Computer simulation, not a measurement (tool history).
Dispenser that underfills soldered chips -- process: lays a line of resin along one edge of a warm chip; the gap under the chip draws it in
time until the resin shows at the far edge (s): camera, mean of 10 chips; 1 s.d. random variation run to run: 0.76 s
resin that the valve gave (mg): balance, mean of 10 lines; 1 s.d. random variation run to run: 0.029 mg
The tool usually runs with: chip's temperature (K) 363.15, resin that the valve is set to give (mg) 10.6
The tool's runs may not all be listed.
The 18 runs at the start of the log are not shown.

| run | hour | chip's temperature (K) | resin that the valve is set to give (mg) | time until the resin shows at the far edge (s) | resin that the valve gave (mg) |
|---|---|---|---|---|---|
| 19 | 123.9 | 363.15 | 12 | 97.4 | 11.74 |
|  | 129.8 | new syringe of resin |
| 20 | 130.9 | 378.15 | 9.2 | 40.7 | 8.99 |
|  | 138.7 | dispensing valve cleaned and set on the balance |
| 21 | 139.4 | 375.15 | 11.3 | 63.6 | 11.29 |
|  | 144.8 | new syringe of resin |
| 22 | 144.8 | 377.15 | 11.9 | 37.8 | 11.89 |
| 23 | 153.5 | 371.15 | 11.7 | 73.5 | 11.62 |
| 24 | 157.8 | 351.15 | 12.1 | 195.1 | 12.06 |
|  | 159.4 | new syringe of resin |
| 25 | 162.7 | 366.15 | 12.1 | 65.7 | 12 |
| 26 | 170.6 | 359.15 | 12.3 | 129.6 | 12.22 |
|  | 173.5 | new syringe of resin |
| 27 | 178.2 | 377.15 | 9.1 | 52.2 | 9.04 |
|  | 187.5 | new syringe of resin |
| 28 | 187.5 | 377.15 | 9.1 | 41.3 | 9.02 |
| 29 | 193.6 | 377.15 | 9.1 | 54.7 | 8.95 |
| 30 | 198.4 | 377.15 | 9.1 | 70.2 | 9.04 |
|  | 201.6 | new syringe of resin |
| 31 | 205.4 | 361.15 | 11.4 | 83.2 | 11.26 |
| 32 | 211.2 | 349.15 | 12.6 | 174.8 | 12.43 |
|  | 215.7 | new syringe of resin |
| 33 | 216.8 | 374.15 | 12.6 | 45.5 | 12.39 |
| 34 | 221.2 | 374.15 | 12.6 | 56 | 12.35 |
| 35 | 227.8 | 364.15 | 9.4 | 119.5 | 9.21 |
|  | 230.1 | new syringe of resin |
| 36 | 232.5 | 373.15 | 9.1 | 54.1 | 8.88 |
| 37 | 239.2 | 367.15 | 9.7 | 90.8 | 9.51 |

Forecast each of these 3 alternatives for the next run:
|  | 244.6 | new syringe of resin |
| A | 246.9 | 376.15 | 12.7 | ? | ? |
|  | 244.6 | new syringe of resin |
| B | 246.9 | 361.15 | 9.7 | ? | ? |
|  | 244.6 | new syringe of resin |
| C | 246.9 | 350.15 | 10.6 | ? | ? |

| run | time until the resin shows at the far edge (s) | resin that the valve gave (mg) |
|---|---|---|
| A | 43.1 | 12.43 |
| B | 79.7 | 9.45 |
| C | 118.3 | 10.33 |
Without the tool's unlogged condition, the same runs would have read:
| run | time until the resin shows at the far edge (s) | resin that the valve gave (mg) |
|---|---|---|
| A | 41.8 | 12.73 |
| B | 77.4 | 9.68 |
| C | 115.7 | 10.58 |
